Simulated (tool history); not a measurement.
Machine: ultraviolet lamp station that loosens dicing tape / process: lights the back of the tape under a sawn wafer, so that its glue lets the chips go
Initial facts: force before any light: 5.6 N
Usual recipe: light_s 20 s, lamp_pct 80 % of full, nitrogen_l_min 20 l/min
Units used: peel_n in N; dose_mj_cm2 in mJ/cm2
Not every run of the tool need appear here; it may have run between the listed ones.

run	hour	light_s	lamp_pct	nitrogen_l_min	peel_n	dose_mj_cm2
1	0	20	80	20	0.647	315
2	6.5	20	80	20	0.63	313
3	13.3	20	80	20	0.618	315
4	17	20	80	20	0.669	312
5	20.9	20	80	20	0.643	315
6	28.4	20	80	20	0.659	316
7	32.8	20	80	20	0.639	311
8	39.3	20	80	20	0.645	310
9	44.1	20	80	20	0.632	309
10	53.2	20	80	20	0.641	313
11	58.9	20	72	20	0.757	279
12	63	20	72	20	0.77	281
13	71.7	20	61	20	1.023	237
14	77.4	20	61	20	0.996	239
15	81	13	86	19	1.19	216
16	85.5	19	66	24	0.929	244
17	93.5	14	80	6	1.708	218
18	99.8	20	77	25	0.637	292
19	107.5	20	80	14	0.744	309
20	113.3	20	80	25	0.612	304
21	117.5	11	78	12	1.843	169
22	126.2	20	63	20	0.978	242
23	134.8	23	95	8	0.562	422
24	143.2	16	81	9	1.218	250
25	151.1	16	81	9	1.284	244
26	155	16	81	9	1.234	243
27	161.1	16	81	9	1.216	250

Consider 4 possible next runs. They are alternatives, not a sequence: every one starts from the tool as it was left by run 27. What does each give?
A	167.7	11	90	20	?	?
B	167.7	16	81	22	?	?
C	167.7	16	85	9	?	?
D	167.7	25	86	16	?	?

run	peel_n	dose_mj_cm2
A	1.323	189
B	0.89	243
C	1.154	264
D	0.426	410
Without the tool's unlogged condition, the same runs would have read:
run	peel_n	dose_mj_cm2
A	1.18	206
B	0.775	265
C	1.019	287
D	0.368	446
